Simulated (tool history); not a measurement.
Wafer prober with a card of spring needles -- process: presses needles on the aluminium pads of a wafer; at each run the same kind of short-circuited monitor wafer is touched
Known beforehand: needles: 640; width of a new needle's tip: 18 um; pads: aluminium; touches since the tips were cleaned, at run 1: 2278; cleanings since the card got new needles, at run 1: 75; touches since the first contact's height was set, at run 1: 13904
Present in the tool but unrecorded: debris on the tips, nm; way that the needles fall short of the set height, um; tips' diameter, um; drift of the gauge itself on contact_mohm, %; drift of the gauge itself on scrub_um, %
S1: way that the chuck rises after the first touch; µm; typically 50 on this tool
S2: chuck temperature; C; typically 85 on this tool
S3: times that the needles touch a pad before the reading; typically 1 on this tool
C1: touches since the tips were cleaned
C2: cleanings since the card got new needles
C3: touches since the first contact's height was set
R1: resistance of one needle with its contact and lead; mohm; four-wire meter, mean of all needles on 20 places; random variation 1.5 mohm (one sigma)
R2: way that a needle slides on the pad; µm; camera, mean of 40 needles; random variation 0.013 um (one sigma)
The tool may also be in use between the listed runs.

| run | hour | S1 | S2 | S3 | C1 | C2 | C3 | R1 | R2 |
|---|---|---|---|---|---|---|---|---|---|
| 1 | 0.0 | 50 | 85 | 1 | 2278 | 75 | 13904 | 134 | 7.26 |
|  | 12.7 | tips cleaned on abrasive film |
|  | 28.4 | tips cleaned on abrasive film |
| 2 | 28.4 | 50 | 85 | 1 | 0 | 77 | 27929 | 131 | 7.28 |
|  | 45.5 | tips cleaned on abrasive film |
| 3 | 55.2 | 50 | 85 | 1 | 4805 | 78 | 41176 | 135 | 7.25 |
|  | 62.2 | tips cleaned on abrasive film |
| 4 | 75.4 | 34 | 85 | 1 | 6593 | 79 | 51170 | 143 | 4.95 |
|  | 78.4 | tips cleaned on abrasive film |
|  | 94.6 | tips cleaned on abrasive film |
|  | 111.6 | tips cleaned on abrasive film |
| 5 | 115.9 | 50 | 85 | 1 | 2142 | 82 | 71133 | 135 | 7.25 |
|  | 127.5 | tips cleaned on abrasive film |
|  | 143.7 | tips cleaned on abrasive film |
| 6 | 154.4 | 50 | 85 | 1 | 5316 | 84 | 90140 | 135 | 7.22 |
|  | 161.0 | tips cleaned on abrasive film |
|  | 178.7 | tips cleaned on abrasive film |
| 7 | 193.8 | 50 | 85 | 2 | 7468 | 86 | 109587 | 133 | 7.21 |
|  | 197.5 | tips cleaned on abrasive film |
|  | 205.3 | height of the first contact set anew |
|  | 214.4 | tips cleaned on abrasive film |
| 8 | 220.7 | 47 | 80 | 2 | 3135 | 88 | 7609 | 133 | 6.80 |
|  | 231.3 | tips cleaned on abrasive film |
|  | 249.3 | tips cleaned on abrasive film |
| 9 | 262.2 | 32 | 121 | 2 | 6419 | 90 | 28125 | 150 | 4.63 |
|  | 265.7 | tips cleaned on abrasive film |
|  | 283.9 | tips cleaned on abrasive film |
|  | 301.5 | tips cleaned on abrasive film |
| 10 | 302.4 | 32 | 38 | 1 | 440 | 93 | 47907 | 135 | 4.62 |
|  | 317.6 | tips cleaned on abrasive film |
|  | 333.4 | tips cleaned on abrasive film |
| 11 | 339.1 | 32 | 47 | 1 | 2814 | 95 | 66046 | 136 | 4.63 |
|  | 350.6 | tips cleaned on abrasive film |
| 12 | 364.4 | 34 | 38 | 2 | 6839 | 96 | 78565 | 133 | 4.91 |

Run 13 comes next. What will it give?
|  | 366.5 | tips cleaned on abrasive film |
|  | 384.5 | tips cleaned on abrasive film |
| 13 | 385.0 | 43 | 116 | 2 | 224 | 98 | 88688 | ? | ? |

{"run 13": {"R1": 142, "R2": 6.19}}
Take away the tool's hidden state, keep the run-to-run variation as it was, and the same run would have given R1 142 mohm, R2 6.26 µm.
